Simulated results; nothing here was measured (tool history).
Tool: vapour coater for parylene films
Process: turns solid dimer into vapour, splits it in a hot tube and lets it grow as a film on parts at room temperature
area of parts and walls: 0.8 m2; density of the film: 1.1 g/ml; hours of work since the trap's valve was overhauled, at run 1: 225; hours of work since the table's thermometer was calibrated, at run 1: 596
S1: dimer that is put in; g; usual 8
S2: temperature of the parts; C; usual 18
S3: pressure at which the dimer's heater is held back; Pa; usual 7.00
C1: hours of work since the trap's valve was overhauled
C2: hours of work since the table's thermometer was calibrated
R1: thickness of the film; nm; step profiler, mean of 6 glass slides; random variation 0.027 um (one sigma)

run	hour	S1	S2	S3	C1	C2	R1
1	0.0	8	18	7.00	225	596	5590
2	50.4	8	18	7.00	267	638	5570
3	106.1	8	18	7.00	313	684	5570
4	163.0	8	18	7.00	360	731	5540
5	200.1	8	18	7.00	391	761	5560
6	258.7	8	27	7.00	439	810	4490
7	309.1	8	18	7.00	480	851	5530
8	370.4	8	18	7.00	531	902	5540
9	404.7	8	18	7.00	559	930	5560
# hour 449.0: trap's valve overhauled
10	460.5	8	18	7.00	9	973	5530
11	510.8	8	18	7.00	51	1014	5560
12	536.1	8	18	7.00	72	1035	5590
13	589.3	8	18	7.00	116	1079	5560
14	629.6	12	18	7.00	149	1112	8330
15	680.2	12	18	6.98	191	1154	8270
16	711.9	12	18	6.98	217	1180	8350
17	740.0	12	18	6.98	240	1203	8320
18	770.9	8	18	7.00	266	1229	5590
19	815.9	8	18	7.00	303	1266	5570
20	863.4	8	18	7.00	342	1305	5570
21	891.5	8	18	7.00	365	1328	5580
22	926.2	8	18	7.00	394	1357	5580
23	974.3	8	18	7.00	433	1397	5550
24	1025.1	10	12	5.18	475	1439	8140
25	1055.4	8	28	7.00	500	1464	4340
26	1115.1	6	10	10.86	550	1513	4960
27	1150.5	6	10	10.86	579	1542	4950
# hour 1171.7: trap's valve overhauled
28	1182.7	6	10	10.86	9	1565	4890
29	1230.0	8	18	2.22	48	1604	5900
30	1258.2	7	13	2.22	71	1628	5830
31	1284.6	10	25	8.24	93	1649	5860
32	1321.4	10	25	10.35	124	1680	5790
33	1379.5	10	25	10.35	171	1728	5760
34	1417.9	7	14	2.61	203	1759	5620
35	1443.3	4	22	3.25	224	1780	2620
36	1490.0	4	22	3.25	263	1819	2630
37	1517.8	12	20	9.52	286	1842	7840
38	1555.6	12	20	9.52	317	1873	7800
39	1588.8	5	20	5.10	344	1900	3350
40	1638.4	5	20	5.10	385	1941	3350
41	1691.7	13	29	9.28	429	1985	6810
42	1739.5	8	16	7.00	468	2025	5810
43	1782.4	8	16	7.00	504	2060	5820
# hour 1814.9: table's thermometer calibrated
44	1839.7	8	18	3.72	550	20	5730
45	1885.2	8	18	3.72	588	58	5730
# hour 1893.7: trap's valve overhauled
46	1928.3	8	18	3.72	29	90	5740

Hidden state at the last listed run before each entry between runs and at the first one after, where it differs:
Between runs 9 and 10: trap's valve overhauled (hour 449.0)
  vapour lost through the trap's worn valve, %: 0.2 -> 0
Between runs 27 and 28: trap's valve overhauled (hour 1171.7)
  vapour lost through the trap's worn valve, %: 0.2 -> 0
Between runs 43 and 44: table's thermometer calibrated (hour 1814.9)
  vapour lost through the trap's worn valve, %: 0.1 -> 0.2; true temperature of the parts over the reading, C: -0.02 -> 0
Between runs 45 and 46: trap's valve overhauled (hour 1893.7)
  vapour lost through the trap's worn valve, %: 0.2 -> 0
